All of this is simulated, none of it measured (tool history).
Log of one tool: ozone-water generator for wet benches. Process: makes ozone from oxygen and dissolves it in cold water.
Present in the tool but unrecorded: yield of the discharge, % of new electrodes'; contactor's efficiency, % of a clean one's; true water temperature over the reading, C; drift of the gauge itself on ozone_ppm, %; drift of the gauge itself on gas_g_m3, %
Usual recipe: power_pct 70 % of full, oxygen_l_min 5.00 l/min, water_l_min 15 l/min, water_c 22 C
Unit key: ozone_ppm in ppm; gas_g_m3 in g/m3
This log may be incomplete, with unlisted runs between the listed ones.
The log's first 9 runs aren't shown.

run,hour,power_pct,oxygen_l_min,water_l_min,water_c,hours of work since the electrodes were changed,hours of work since the contactor was cleaned,hours of work since the thermometer was calibrated,ozone_ppm,gas_g_m3
10,292.3,70,5.00,15,22,942,6491,782,25.3,202.8
# hour 323.1: contactor cleaned
11,340.7,70,5.00,15,22,981,15,821,26.2,201.5
12,367.5,70,5.00,15,16,1004,39,844,28.8,200.2
13,393.5,99,5.00,15,22,1027,61,867,32.4,249.0
14,431.6,70,5.00,15,22,1060,94,900,26.0,198.6
15,457.4,70,5.00,15,22,1082,117,923,26.5,200.5
16,495.7,70,5.00,15,16,1116,150,956,29.2,202.2
17,524.9,63,6.61,13,16,1141,176,981,30.9,169.9
18,558.8,85,8.31,15,15,1171,205,1011,34.8,190.2
19,578.5,47,4.98,15,15,1188,222,1028,23.1,158.6
20,611.8,47,4.98,15,15,1217,252,1057,23.6,158.8
21,645.4,70,3.71,10,22,1246,281,1086,32.9,224.0
22,669.0,70,3.57,20,22,1267,301,1107,19.9,226.2
23,700.9,70,3.57,20,22,1294,329,1135,19.5,227.1
24,742.2,70,3.57,20,22,1330,365,1171,19.7,225.5
25,766.4,70,5.00,13,19,1351,386,1192,30.5,199.3
26,804.7,98,6.62,15,14,1385,420,1225,37.6,223.0
27,828.7,98,6.62,15,14,1406,440,1246,37.9,222.0
28,857.6,94,6.62,19,22,1431,466,1271,26.7,215.4
29,903.4,75,3.31,22,17,1471,506,1311,19.1,239.8
30,923.4,75,3.31,15,17,1488,523,1329,27.2,239.1
31,968.7,65,3.85,11,17,1528,562,1368,32.2,209.2
32,1013.4,61,2.59,11,28,1567,601,1407,24.4,231.3

4 options for the next run, each taken on its own from the tool as it stands now. Forecast them:
A,1052.6,83,4.61,11,29,1601,636,1441,?,?
B,1052.6,70,5.00,15,26,1601,636,1441,?,?
C,1052.6,73,2.59,12,23,1601,636,1441,?,?
D,1052.6,97,5.00,15,21,1601,636,1441,?,?

run,ozone_ppm,gas_g_m3
A,29.6,227.7
B,24.1,198.8
C,27.7,255.8
D,32.0,241.0
Without the tool's hidden state the same runs would have given:
run,ozone_ppm,gas_g_m3
A,31.1,237.0
B,25.2,206.1
C,28.9,265.5
D,33.6,251.8

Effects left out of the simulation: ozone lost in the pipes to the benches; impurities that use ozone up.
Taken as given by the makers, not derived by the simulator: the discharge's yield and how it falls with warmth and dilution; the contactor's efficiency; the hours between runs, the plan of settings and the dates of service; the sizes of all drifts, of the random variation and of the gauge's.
